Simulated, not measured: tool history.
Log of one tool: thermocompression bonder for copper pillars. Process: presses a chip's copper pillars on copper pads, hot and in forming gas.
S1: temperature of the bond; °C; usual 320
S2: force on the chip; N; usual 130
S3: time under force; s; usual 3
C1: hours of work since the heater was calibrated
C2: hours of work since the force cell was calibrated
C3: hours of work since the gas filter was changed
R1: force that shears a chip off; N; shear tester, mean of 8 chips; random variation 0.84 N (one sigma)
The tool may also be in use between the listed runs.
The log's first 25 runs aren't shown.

run   hour   S1   S2  S3   C1   C2   C3    R1
 26  628.5  340  155   5  154  312  189  87.6
 27  655.9  340  155   5  166  325  201  85.6
 28  683.7  327  145   5  178  337  213  79.0
 29  712.5  300  154   4  191  350  226  64.2
 30  728.0  296  153   2  198  356  233  48.3
 31  745.7  296  153   2  206  364  241  47.9
     769.8  -- forming gas filter changed
 32  776.7  296  153   2  219  378    3  52.4
 33  806.4  320  157   3  233  391   16  72.5
 34  829.7  339  182   4  243  401   27  94.4
 35  862.2  316  131   5  257  416   41  70.8
 36  878.7  348  131   5  265  423   48  84.3
 37  894.9  348  131   5  272  430   55  87.7

Run 38 comes next. What will it give?
 38  925.0  327  131   8  285  443  69   ?

{"run 38": {"R1": 86.3}}
Without the tool's hidden state the same run would have given R1 92.2 N.
